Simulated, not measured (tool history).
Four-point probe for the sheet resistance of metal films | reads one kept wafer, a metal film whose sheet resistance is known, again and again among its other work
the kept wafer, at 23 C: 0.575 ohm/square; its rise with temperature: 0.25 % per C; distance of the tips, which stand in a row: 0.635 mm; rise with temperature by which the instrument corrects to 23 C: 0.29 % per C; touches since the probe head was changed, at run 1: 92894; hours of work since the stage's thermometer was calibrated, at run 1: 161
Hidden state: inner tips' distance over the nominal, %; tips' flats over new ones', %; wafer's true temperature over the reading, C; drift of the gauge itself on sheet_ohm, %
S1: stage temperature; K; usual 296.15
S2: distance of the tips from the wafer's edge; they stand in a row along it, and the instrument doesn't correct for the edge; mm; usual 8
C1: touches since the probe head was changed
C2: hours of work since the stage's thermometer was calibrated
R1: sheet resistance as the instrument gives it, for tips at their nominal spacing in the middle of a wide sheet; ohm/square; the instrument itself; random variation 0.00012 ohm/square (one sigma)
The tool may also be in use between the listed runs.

| run | day | S1 | S2 | C1 | C2 | R1 |
|---|---|---|---|---|---|---|
| 1 | 0.000 | 296.15 | 8 | 92894 | 161 | 0.578214 |
| 2 | 0.367 | 296.15 | 8 | 93326 | 167 | 0.578510 |
| 3 | 1.112 | 296.15 | 8 | 94210 | 178 | 0.578545 |
| 4 | 1.721 | 296.15 | 8 | 94931 | 187 | 0.578586 |
| 5 | 2.192 | 291.15 | 8 | 95485 | 193 | 0.579856 |
| 6 | 2.817 | 291.15 | 8 | 96226 | 202 | 0.580022 |
| 7 | 3.275 | 300.15 | 8 | 96767 | 209 | 0.578010 |
| 8 | 4.067 | 296.15 | 8 | 97705 | 221 | 0.578891 |
| 9 | 4.662 | 296.15 | 8 | 98409 | 229 | 0.578795 |
| 10 | 5.258 | 296.15 | 8 | 99117 | 238 | 0.578729 |
| 11 | 5.925 | 307.15 | 8 | 99906 | 248 | 0.576121 |
| 12 | 6.421 | 296.15 | 8 | 100493 | 255 | 0.578941 |
| 13 | 6.800 | 296.15 | 8 | 100940 | 261 | 0.578654 |
| 14 | 7.204 | 305.15 | 68 | 101417 | 266 | 0.574813 |
| 15 | 7.617 | 307.15 | 16 | 101904 | 272 | 0.574810 |
| 16 | 8.000 | 305.15 | 34 | 102361 | 278 | 0.574919 |
| 17 | 8.600 | 297.15 | 10 | 103069 | 287 | 0.578243 |
| 18 | 9.058 | 292.15 | 5 | 103614 | 294 | 0.583167 |
| 19 | 9.458 | 301.15 | 44 | 104086 | 299 | 0.576050 |
| 20 | 9.792 | 301.15 | 44 | 104478 | 304 | 0.576117 |
| 21 | 10.579 | 301.15 | 62 | 105412 | 316 | 0.576167 |
| 22 | 11.379 | 298.15 | 7 | 106360 | 327 | 0.579367 |
| 23 | 12.008 | 298.15 | 7 | 107101 | 336 | 0.579261 |
| 24 | 12.717 | 295.15 | 7 | 107940 | 347 | 0.580117 |
| 25 | 13.471 | 295.15 | 7 | 108831 | 358 | 0.580066 |
| 26 | 14.121 | 297.15 | 7 | 109603 | 367 | 0.579964 |

4 ways to go on from here, each from the tool as it stands after run 26. What would each give?
| A | 14.700 | 297.15 | 15 | 110285 | 376 | ? |
| B | 14.700 | 296.15 | 5 | 110285 | 376 | ? |
| C | 14.700 | 306.15 | 7 | 110285 | 376 | ? |
| D | 14.700 | 292.15 | 37 | 110285 | 376 | ? |

| run | R1 |
|---|---|
| A | 0.577839 |
| B | 0.582348 |
| C | 0.577721 |
| D | 0.578456 |
Without the tool's hidden state the same runs would have given:
| run | R1 |
|---|---|
| A | 0.575354 |
| B | 0.579845 |
| C | 0.575243 |
| D | 0.575966 |

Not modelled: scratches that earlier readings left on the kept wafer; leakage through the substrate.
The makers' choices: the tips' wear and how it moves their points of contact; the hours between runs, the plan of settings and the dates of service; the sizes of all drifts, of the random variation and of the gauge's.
